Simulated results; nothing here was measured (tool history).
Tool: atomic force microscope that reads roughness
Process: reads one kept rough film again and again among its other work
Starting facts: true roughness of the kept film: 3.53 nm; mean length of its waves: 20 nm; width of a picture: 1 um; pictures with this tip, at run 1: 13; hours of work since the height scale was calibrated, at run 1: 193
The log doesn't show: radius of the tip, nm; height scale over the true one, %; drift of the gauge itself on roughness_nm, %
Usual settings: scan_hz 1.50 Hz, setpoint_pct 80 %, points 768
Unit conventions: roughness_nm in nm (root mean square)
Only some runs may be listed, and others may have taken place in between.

run	hour	scan_hz	setpoint_pct	points	pictures with this tip	hours of work since the height scale was calibrated	roughness_nm
1	0.0	1.50	80	768	13	193	2.540
2	18.6	1.50	66	768	37	200	2.723
3	51.6	1.80	80	768	78	214	2.409
4	69.3	1.80	80	768	101	221	2.369
5	106.6	1.80	80	768	148	236	2.329
6	127.8	0.63	80	768	175	245	2.608
7	151.3	1.50	61	768	204	255	2.571
8	188.0	1.50	80	768	251	269	2.304
9	217.0	1.50	80	712	288	281	2.274
10	243.6	1.50	80	712	321	292	2.216
11	268.9	1.50	67	768	353	302	2.364
# hour 292.8: new tip fitted
12	299.1	2.80	67	768	8	315	2.538
13	324.4	2.80	67	768	40	325	2.503
14	357.9	2.80	67	768	82	338	2.458
15	377.3	2.80	67	768	107	346	2.434
16	411.4	2.90	80	768	150	360	2.064
17	429.8	2.90	80	768	173	368	2.073
18	467.5	2.90	80	768	221	383	2.020
19	498.5	2.90	80	768	260	396	1.976
20	532.3	1.50	80	298	303	409	2.168
21	559.8	0.92	80	298	338	421	2.272
22	581.5	1.50	66	768	365	430	2.332
# hour 593.8: new tip fitted
23	603.7	0.58	80	327	13	438	2.702
24	636.3	1.50	79	651	54	452	2.461
25	661.5	1.50	75	595	86	462	2.506
26	680.2	1.50	75	595	109	469	2.454
27	697.9	1.50	76	881	132	477	2.449
28	730.3	1.48	77	417	173	490	2.361
29	754.9	0.63	58	582	204	500	2.624
30	770.6	2.94	63	768	224	506	2.351
31	802.5	2.94	63	768	264	519	2.330
32	826.9	1.50	58	599	295	529	2.468
33	857.6	1.50	82	925	334	542	2.156
34	890.5	2.50	80	359	375	555	1.935
# hour 895.4: new tip fitted
35	908.9	2.50	80	359	17	562	2.230
36	943.3	2.50	80	359	61	576	2.211
37	972.5	1.75	62	768	98	588	2.611
38	988.7	1.75	62	768	118	595	2.599
39	1020.2	3.36	59	931	158	608	2.500

What differs in the tool's unlogged condition from the final listed run ahead of each entry between runs to the first listed run following it?
Runs 11 to 12: new tip fitted (hour 292.8)
  radius of the tip, nm: 10.3 -> 5.6; height scale over the true one, %: -0.5 -> -0.52
  measured value less the no-hidden-state value, roughness_nm: -0.389 -> -0.060 nm (root mean square)
Runs 22 to 23: new tip fitted (hour 593.8)
  radius of the tip, nm: 11 -> 5.5; height scale over the true one, %: -0.7 -> -0.71
  measured value less the no-hidden-state value, roughness_nm: -0.436 -> -0.063 nm (root mean square)
Runs 34 to 35: new tip fitted (hour 895.4)
  radius of the tip, nm: 11.3 -> 5.7; height scale over the true one, %: -0.89 -> -0.9
  measured value less the no-hidden-state value, roughness_nm: -0.379 -> -0.064 nm (root mean square)
